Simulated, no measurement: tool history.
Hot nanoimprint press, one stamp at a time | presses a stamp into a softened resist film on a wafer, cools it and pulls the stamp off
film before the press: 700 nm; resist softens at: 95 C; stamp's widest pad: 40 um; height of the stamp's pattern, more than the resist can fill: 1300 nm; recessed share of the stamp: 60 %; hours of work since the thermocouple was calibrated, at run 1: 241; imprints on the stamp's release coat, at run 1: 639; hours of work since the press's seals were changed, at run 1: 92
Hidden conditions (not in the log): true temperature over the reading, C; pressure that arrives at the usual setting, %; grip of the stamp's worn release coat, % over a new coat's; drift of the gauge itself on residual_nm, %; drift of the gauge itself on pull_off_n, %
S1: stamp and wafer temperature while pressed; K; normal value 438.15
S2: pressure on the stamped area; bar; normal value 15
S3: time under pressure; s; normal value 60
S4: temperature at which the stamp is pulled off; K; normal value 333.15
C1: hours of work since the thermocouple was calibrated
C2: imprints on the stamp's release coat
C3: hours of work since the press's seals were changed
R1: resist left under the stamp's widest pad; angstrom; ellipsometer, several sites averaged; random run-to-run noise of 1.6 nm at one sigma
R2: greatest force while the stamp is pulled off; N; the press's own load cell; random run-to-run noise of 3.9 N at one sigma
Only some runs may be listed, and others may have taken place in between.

| run | hour | S1 | S2 | S3 | S4 | C1 | C2 | C3 | R1 | R2 |
|---|---|---|---|---|---|---|---|---|---|---|
| 1 | 0 | 438.15 | 15 | 60 | 333.15 | 241 | 639 | 92 | 2512 | 184 |
| 2 | 31.6 | 438.15 | 15 | 66 | 333.15 | 257 | 753 | 108 | 2444 | 186 |
| 3 | 67.1 | 443.15 | 15 | 66 | 333.15 | 276 | 880 | 126 | 1978 | 183 |
| 4 | 96.1 | 443.15 | 15 | 66 | 333.15 | 291 | 985 | 141 | 1985 | 200 |
| 5 | 126.9 | 438.15 | 15 | 60 | 333.15 | 307 | 1095 | 157 | 2509 | 186 |
| 6 | 157.6 | 438.15 | 15 | 60 | 333.15 | 323 | 1206 | 173 | 2500 | 189 |
| 7 | 193.5 | 438.15 | 15 | 60 | 333.15 | 341 | 1335 | 192 | 2479 | 190 |
| 8 | 227 | 448.15 | 15 | 60 | 333.15 | 358 | 1455 | 209 | 1686 | 193 |
|  | 235.9 | stamp cleaned and given a new release coat |
| 9 | 274.3 | 438.15 | 15 | 60 | 333.15 | 380 | 138 | 230 | 2524 | 179 |
| 10 | 298.9 | 438.15 | 15 | 60 | 333.15 | 392 | 226 | 243 | 2514 | 180 |
| 11 | 320.3 | 438.15 | 15 | 60 | 333.15 | 403 | 303 | 254 | 2501 | 180 |
| 12 | 358 | 438.15 | 15 | 57 | 333.15 | 423 | 439 | 274 | 2563 | 189 |
| 13 | 382.4 | 428.15 | 15 | 60 | 333.15 | 436 | 527 | 286 | 3777 | 190 |
| 14 | 413.9 | 447.15 | 16.6 | 100 | 326.15 | 452 | 640 | 302 | 1324 | 197 |
| 15 | 441.4 | 442.15 | 12.8 | 60 | 333.15 | 466 | 738 | 317 | 2306 | 188 |
|  | 480.8 | plate thermocouple calibrated |
| 16 | 480.8 | 442.15 | 12.8 | 60 | 333.15 | 0 | 869 | 335 | 2309 | 187 |
| 17 | 501.5 | 442.15 | 12.8 | 60 | 333.15 | 11 | 944 | 346 | 2312 | 194 |
| 18 | 530.1 | 441.15 | 9.6 | 64 | 333.15 | 25 | 1047 | 361 | 2693 | 187 |
| 19 | 549.4 | 441.15 | 9.6 | 64 | 333.15 | 35 | 1116 | 371 | 2684 | 186 |
| 20 | 582.1 | 433.15 | 15 | 60 | 327.15 | 52 | 1234 | 388 | 3083 | 200 |

For each run, the measured value with the value that run would have given without the tool's hidden condition subtracted. The run-to-run variation is shared by both, the gauge scatter possibly not:
| run | R1 |
|---|---|
| 1 | -9 |
| 2 | -9 |
| 3 | -7 |
| 4 | -8 |
| 5 | -11 |
| 6 | -11 |
| 7 | -12 |
| 8 | -8 |
| 9 | -13 |
| 10 | -13 |
| 11 | -14 |
| 12 | -14 |
| 13 | -21 |
| 14 | -8 |
| 15 | -14 |
| 16 | +0 |
| 17 | +0 |
| 18 | +0 |
| 19 | -1 |
| 20 | -2 |
R2: differs from the measured result by no more than 2 N in any run.

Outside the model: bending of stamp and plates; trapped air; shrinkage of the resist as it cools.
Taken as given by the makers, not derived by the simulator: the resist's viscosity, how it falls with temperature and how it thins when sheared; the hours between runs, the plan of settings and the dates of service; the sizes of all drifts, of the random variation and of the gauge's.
